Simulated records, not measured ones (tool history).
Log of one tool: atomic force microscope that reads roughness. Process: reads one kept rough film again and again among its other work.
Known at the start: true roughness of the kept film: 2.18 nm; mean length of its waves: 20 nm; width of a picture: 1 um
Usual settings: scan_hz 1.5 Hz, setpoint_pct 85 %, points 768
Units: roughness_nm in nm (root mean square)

run 1 hour=0 | scan_hz=1.5 setpoint_pct=85 points=768 | roughness_nm=1.177
run 2 hour=8.5 | scan_hz=1.5 setpoint_pct=85 points=768 | roughness_nm=1.166
-- hour=14.4 new tip fitted
run 3 hour=14.9 | scan_hz=1.5 setpoint_pct=85 points=768 | roughness_nm=1.679
run 4 hour=26.5 | scan_hz=1.5 setpoint_pct=85 points=768 | roughness_nm=1.655
run 5 hour=39.9 | scan_hz=1.5 setpoint_pct=85 points=768 | roughness_nm=1.615
run 6 hour=48.6 | scan_hz=1.5 setpoint_pct=85 points=768 | roughness_nm=1.557
run 7 hour=60.1 | scan_hz=1.5 setpoint_pct=85 points=768 | roughness_nm=1.531
run 8 hour=71.6 | scan_hz=1.5 setpoint_pct=85 points=768 | roughness_nm=1.519
run 9 hour=79.2 | scan_hz=1.5 setpoint_pct=85 points=768 | roughness_nm=1.487
run 10 hour=91.8 | scan_hz=1.5 setpoint_pct=85 points=768 | roughness_nm=1.46
run 11 hour=104.7 | scan_hz=1.5 setpoint_pct=85 points=768 | roughness_nm=1.432
run 12 hour=110.8 | scan_hz=1.5 setpoint_pct=85 points=768 | roughness_nm=1.403
run 13 hour=119.4 | scan_hz=1.5 setpoint_pct=85 points=768 | roughness_nm=1.385
run 14 hour=127.8 | scan_hz=1.5 setpoint_pct=85 points=768 | roughness_nm=1.38
run 15 hour=140.1 | scan_hz=1.5 setpoint_pct=85 points=768 | roughness_nm=1.334
run 16 hour=146.9 | scan_hz=3.2 setpoint_pct=85 points=768 | roughness_nm=1.202
run 17 hour=160.2 | scan_hz=1.5 setpoint_pct=85 points=1014 | roughness_nm=1.3
run 18 hour=168.7 | scan_hz=1.73 setpoint_pct=85 points=768 | roughness_nm=1.261
run 19 hour=178.8 | scan_hz=1.5 setpoint_pct=85 points=811 | roughness_nm=1.249
run 20 hour=188.7 | scan_hz=1.5 setpoint_pct=85 points=811 | roughness_nm=1.243
run 21 hour=197.9 | scan_hz=1.5 setpoint_pct=85 points=768 | roughness_nm=1.212
run 22 hour=207.9 | scan_hz=1.5 setpoint_pct=61 points=768 | roughness_nm=1.286
run 23 hour=219.8 | scan_hz=1.5 setpoint_pct=61 points=768 | roughness_nm=1.267
run 24 hour=231.2 | scan_hz=1.5 setpoint_pct=85 points=361 | roughness_nm=1.14

Run 25 comes next. What will it give?
run 25 hour=244 | scan_hz=0.51 setpoint_pct=87 points=974 | roughness_nm=?

roughness_nm: 1.212 nm (root mean square)
Without the tool's hidden state the same run would have given roughness_nm 1.822 nm (root mean square).
